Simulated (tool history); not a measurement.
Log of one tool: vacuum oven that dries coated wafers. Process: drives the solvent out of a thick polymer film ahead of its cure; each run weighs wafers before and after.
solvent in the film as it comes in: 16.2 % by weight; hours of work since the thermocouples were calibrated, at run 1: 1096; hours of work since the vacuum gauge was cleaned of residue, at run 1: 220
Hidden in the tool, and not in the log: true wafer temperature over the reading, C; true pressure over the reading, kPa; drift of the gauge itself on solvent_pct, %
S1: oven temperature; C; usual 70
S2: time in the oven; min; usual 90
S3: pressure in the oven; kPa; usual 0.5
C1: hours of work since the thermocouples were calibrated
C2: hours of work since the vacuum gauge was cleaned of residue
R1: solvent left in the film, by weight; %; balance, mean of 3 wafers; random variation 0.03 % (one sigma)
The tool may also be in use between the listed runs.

run	hour	S1	S2	S3	C1	C2	R1
1	0	70	90	0.5	1096	220	0.87
2	83.7	70	90	0.571	1154	278	0.87
3	133.5	70	109	0.571	1188	312	0.63
4	196.1	70	130	0.571	1231	356	0.54
5	242.1	70	130	0.571	1263	387	0.57
6	293.5	70	130	0.571	1298	423	0.54
7	379	70	130	0.571	1357	482	0.61
8	437.4	70	75	0.5	1398	522	1.2
9	486.2	70	74	0.5	1432	556	1.34
10	548.6	70	74	0.5	1475	599	1.22
11	600.4	70	90	0.5	1510	635	0.9
12	670.3	70	90	0.5	1559	683	0.89
# hour 724.4: oven's thermocouples calibrated
13	734.3	70	90	0.5	7	726	1.22
14	820.3	70	90	0.5	66	785	1.2
15	909	70	90	0.5	127	847	1.24
16	966.7	70	90	0.5	167	886	1.21
17	1070.4	70	90	0.5	239	958	1.23
18	1118.6	70	90	0.5	272	991	1.29
19	1213.5	70	90	0.5	338	1057	1.25
20	1257.8	70	90	0.5	368	1087	1.22
21	1357.7	60	83	0.292	437	1156	4.29
22	1422.8	71	87	0.429	482	1201	1.16
23	1492.2	71	87	0.429	530	1249	1.07
24	1596.5	71	87	0.429	602	1321	1.16
25	1662.4	72	87	0.438	648	1367	0.99
26	1750.5	72	87	1.986	709	1428	1.84
27	1830.5	72	87	1.986	764	1483	1.83
28	1906.5	59	123	0.5	816	1536	3.14
29	1970.6	71	90	0.419	861	1580	1.09
30	2057.4	71	90	0.419	921	1640	1.11
31	2121.2	58	67	0.419	965	1684	6.02
32	2189.6	78	106	0.279	1012	1731	0.48
33	2275.9	73	83	0.604	1072	1791	1.07
34	2333.1	73	83	0.604	1111	1830	1.1
35	2407	73	83	0.604	1162	1881	1.1
36	2467.1	70	58	1.652	1204	1923	3.02

3 ways to go on from here, each from the tool as it stands after run 36. What would each give?
A	2517.7	56	90	0.5	1239	1958	?
B	2517.7	77	58	0.624	1239	1958	?
C	2517.7	70	139	0.412	1239	1958	?

run	R1
A	5.58
B	1.09
C	0.9
Without the tool's hidden state the same runs would have given:
run	R1
A	5.38
B	0.86
C	0.44
